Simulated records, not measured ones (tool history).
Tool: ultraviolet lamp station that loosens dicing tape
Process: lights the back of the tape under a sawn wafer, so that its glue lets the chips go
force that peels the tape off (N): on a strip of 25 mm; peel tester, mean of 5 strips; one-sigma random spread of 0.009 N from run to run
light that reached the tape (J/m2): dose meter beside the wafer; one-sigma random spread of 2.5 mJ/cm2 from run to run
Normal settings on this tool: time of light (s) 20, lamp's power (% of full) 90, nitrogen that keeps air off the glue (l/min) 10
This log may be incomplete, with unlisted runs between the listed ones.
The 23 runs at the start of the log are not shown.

run,hour,time of light (s),lamp's power (% of full),nitrogen that keeps air off the glue (l/min),hours of work of the lamp,hours of work since the window was cleaned,force that peels the tape off (N),light that reached the tape (J/m2)
24,268.0,27,74,4,209,10,0.811,2840
25,275.3,12,63,9,213,15,1.792,1040
26,286.0,25,75,5,220,22,0.747,2640
27,296.2,23,90,11,227,28,0.376,2950
# hour 309.1: window cleaned of glue's vapour, once more
28,309.8,23,90,11,235,0,0.330,3110
29,320.6,23,90,11,242,7,0.329,3130
30,329.4,37,78,3,248,13,0.448,4380
31,338.5,12,93,5,254,19,1.430,1680
32,346.7,12,93,5,259,24,1.471,1670
33,361.0,12,93,5,268,34,1.471,1700
34,367.8,18,90,5,273,38,0.876,2400
35,376.0,39,90,8,278,43,0.209,5270
36,382.1,33,69,6,282,47,0.430,3390
37,388.1,13,90,12,286,51,0.872,1740
38,394.8,13,90,12,290,55,0.817,1720
39,406.3,12,97,6,298,63,1.247,1730
40,414.9,12,97,4,303,68,1.583,1720

Forecast run 41:
41,424.0,12,97,4,309,74,?,?

force that peels the tape off (N): 1.517
light that reached the tape (J/m2): 1740
If the tool had no hidden condition, the same run with the same run-to-run variation would have returned force that peels the tape off (N) 1.296, light that reached the tape (J/m2) 1980.
